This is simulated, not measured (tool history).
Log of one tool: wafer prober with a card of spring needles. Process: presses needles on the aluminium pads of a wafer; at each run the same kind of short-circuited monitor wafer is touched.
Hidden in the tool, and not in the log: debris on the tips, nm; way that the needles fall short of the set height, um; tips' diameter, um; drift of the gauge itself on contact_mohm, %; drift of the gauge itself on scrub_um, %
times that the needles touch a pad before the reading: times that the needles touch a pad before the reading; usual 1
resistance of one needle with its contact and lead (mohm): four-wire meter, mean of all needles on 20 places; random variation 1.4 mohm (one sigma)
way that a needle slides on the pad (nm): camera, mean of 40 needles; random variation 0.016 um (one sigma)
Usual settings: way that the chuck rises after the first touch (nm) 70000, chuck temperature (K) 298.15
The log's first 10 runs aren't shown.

run     day  way that the chuck rises after the first touch (nm)  chuck temperature (K)  times that the needles touch a pad before the reading  touches since the tips were cleaned  cleanings since the card got new needles  touches since the first contact's height was set  resistance of one needle with its contact and lead (mohm)  way that a needle slides on the pad (nm)
      7.412  -- tips cleaned on abrasive film
 11   7.721                                                70000                 298.15                                                      1                                 2958                                        12                                             12311                                                        267                                     15340
      8.246  -- tips cleaned on abrasive film
 12   8.821                                                70000                 298.15                                                      1                                 5582                                        13                                             22957                                                        272                                     15350
      9.033  -- tips cleaned on abrasive film
      9.362  -- height of the first contact set anew, once more
 13   9.738                                                70000                 298.15                                                      1                                 6703                                        14                                              3660                                                        275                                     15550
      9.858  -- tips cleaned on abrasive film
     10.675  -- tips cleaned on abrasive film
 14  10.758                                                70000                 298.15                                                      1                                  833                                        16                                             13480                                                        256                                     15540
 15  11.417                                                70000                 306.15                                                      1                                 7199                                        16                                             19846                                                        277                                     15540
     11.517  -- tips cleaned on abrasive film
     12.296  -- tips cleaned on abrasive film
 16  12.462                                                70000                 298.15                                                      1                                 1655                                        18                                             29925                                                        257                                     15520
       13.1  -- tips cleaned on abrasive film
 17  13.267                                                69000                 385.15                                                      2                                 1618                                        19                                             37674                                                        277                                     15250
     13.879  -- tips cleaned on abrasive film
 18  14.062                                                69000                 385.15                                                      2                                 1808                                        20                                             45353                                                        278                                     15250
     14.683  -- tips cleaned on abrasive film
 19  15.154                                                69000                 385.15                                                      2                                 4583                                        21                                             55884                                                        283                                     15290
     15.488  -- tips cleaned on abrasive film
 20  16.229                                                69000                 385.15                                                      2                                 7190                                        22                                             66238                                                        281                                     15260
     16.312  -- tips cleaned on abrasive film
     17.092  -- tips cleaned on abrasive film
 21  17.283                                                82000                 388.15                                                      1                                 1854                                        24                                             76410                                                        282                                     18120
     17.904  -- tips cleaned on abrasive film
 22  18.225                                                76000                 322.15                                                      1                                 3107                                        25                                             85471                                                        271                                     16760
     18.679  -- tips cleaned on abrasive film
 23   19.35                                                88000                 386.15                                                      3                                 6472                                        26                                             96334                                                        275                                     19400
     19.488  -- tips cleaned on abrasive film
     20.296  -- tips cleaned on abrasive film
 24  20.321                                                88000                 386.15                                                      3                                  260                                        28                                            105687                                                        270                                     19430

Forecast run 25:
     21.117  -- tips cleaned on abrasive film
 25  21.117                                                82000                 352.15                                                      2                                    0                                        29                                            113368                                                          ?                                         ?

{"run 25": {"resistance of one needle with its contact and lead (mohm)": 263, "way that a needle slides on the pad (nm)": 18030}}
Without the tool's hidden state the same run would have given resistance of one needle with its contact and lead (mohm) 262, way that a needle slides on the pad (nm) 18220.
